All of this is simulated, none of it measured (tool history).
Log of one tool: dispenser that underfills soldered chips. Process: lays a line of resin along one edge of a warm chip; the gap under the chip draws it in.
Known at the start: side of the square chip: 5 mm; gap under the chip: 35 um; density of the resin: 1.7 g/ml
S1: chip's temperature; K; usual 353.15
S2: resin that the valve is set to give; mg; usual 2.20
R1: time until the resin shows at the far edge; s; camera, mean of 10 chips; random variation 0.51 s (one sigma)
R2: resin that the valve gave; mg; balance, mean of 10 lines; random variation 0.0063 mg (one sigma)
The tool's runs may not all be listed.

run,day,S1,S2,R1,R2
1,0.000,353.15,2.20,59.8,2.173
# day 0.025: new syringe of resin
2,0.158,353.15,2.20,51.0,2.158
# day 0.329: new syringe of resin
3,0.338,353.15,2.20,44.5,2.157
4,0.525,353.15,2.20,54.0,2.155
# day 0.638: new syringe of resin
5,0.817,353.15,2.28,53.3,2.240
# day 0.954: new syringe of resin
6,0.992,353.15,2.28,44.3,2.236
7,1.121,353.15,2.28,51.5,2.224
# day 1.271: new syringe of resin
8,1.421,353.15,2.28,51.4,2.202
# day 1.579: new syringe of resin
9,1.696,361.15,2.28,35.4,2.210
# day 1.888: new syringe of resin
10,1.992,361.15,2.28,36.5,2.191
# day 2.204: new syringe of resin
11,2.217,350.15,2.04,51.1,1.964
12,2.483,350.15,2.04,69.6,1.951
# day 2.508: new syringe of resin
13,2.671,339.15,2.63,91.6,2.518

Measured less the same run without the tool's hidden state. The same run-to-run variation is in both; the gauge's scatter may not be:
The hidden state here: resin's viscosity, % of fresh resin's; dose that the valve gives, % of what is set; true chip temperature over the reading, C; drift of the gauge itself on fill_s, %; drift of the gauge itself on given_mg, %.
run,R1,R2
1,+18.3,-0.027
2,+8.8,-0.031
3,+2.9,-0.035
4,+13.3,-0.041
5,+11.7,-0.051
6,+3.4,-0.055
7,+10.6,-0.060
8,+10.3,-0.069
9,+6.3,-0.076
10,+5.9,-0.085
11,+4.0,-0.082
12,+22.8,-0.090
13,+20.2,-0.121
